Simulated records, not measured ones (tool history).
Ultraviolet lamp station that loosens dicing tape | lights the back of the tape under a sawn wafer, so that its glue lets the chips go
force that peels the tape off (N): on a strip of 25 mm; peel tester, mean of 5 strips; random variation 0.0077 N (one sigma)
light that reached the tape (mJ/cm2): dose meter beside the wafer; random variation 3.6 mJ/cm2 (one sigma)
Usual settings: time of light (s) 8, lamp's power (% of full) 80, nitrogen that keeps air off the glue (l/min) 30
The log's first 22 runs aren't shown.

run	hour	time of light (s)	lamp's power (% of full)	nitrogen that keeps air off the glue (l/min)	force that peels the tape off (N)	light that reached the tape (mJ/cm2)
23	293.9	16	80	33	0.099	1088
24	309.5	6	71	12	1.663	358
25	323	6	62	16	1.661	313
26	339.3	6	62	16	1.708	305
27	356.8	15	76	33	0.102	950
28	367.9	5	94	33	0.7	398
29	379.1	5	94	33	0.709	392
30	388.3	5	94	33	0.711	392
31	405	5	94	33	0.751	388
32	412.3	5	94	33	0.73	386
33	429.9	7	100	11	0.776	582
34	446.9	6	96	16	0.867	473
35	463.6	5	80	45	0.831	333
36	471.8	8	75	32	0.457	497
37	483.3	13	75	32	0.136	805
38	495.7	13	75	32	0.146	796
39	506.6	8	80	22	0.52	527
40	523.7	8	61	30	0.771	391
41	539.9	7	72	30	0.722	404
42	551.3	7	72	30	0.72	411
43	566.3	7	80	30	0.566	454
# hour 577.8: window cleaned of glue's vapour
44	580	7	76	59	0.361	452

Forecast each of these 3 alternatives for the next run:
A	595.8	7	76	13	?	?
B	595.8	8	66	59	?	?
C	595.8	6	61	11	?	?

run	force that peels the tape off (N)	light that reached the tape (mJ/cm2)
A	1.078	452
B	0.368	450
C	2.077	307
Without the tool's hidden state the same runs would have given:
run	force that peels the tape off (N)	light that reached the tape (mJ/cm2)
A	0.904	497
B	0.293	495
C	1.845	338
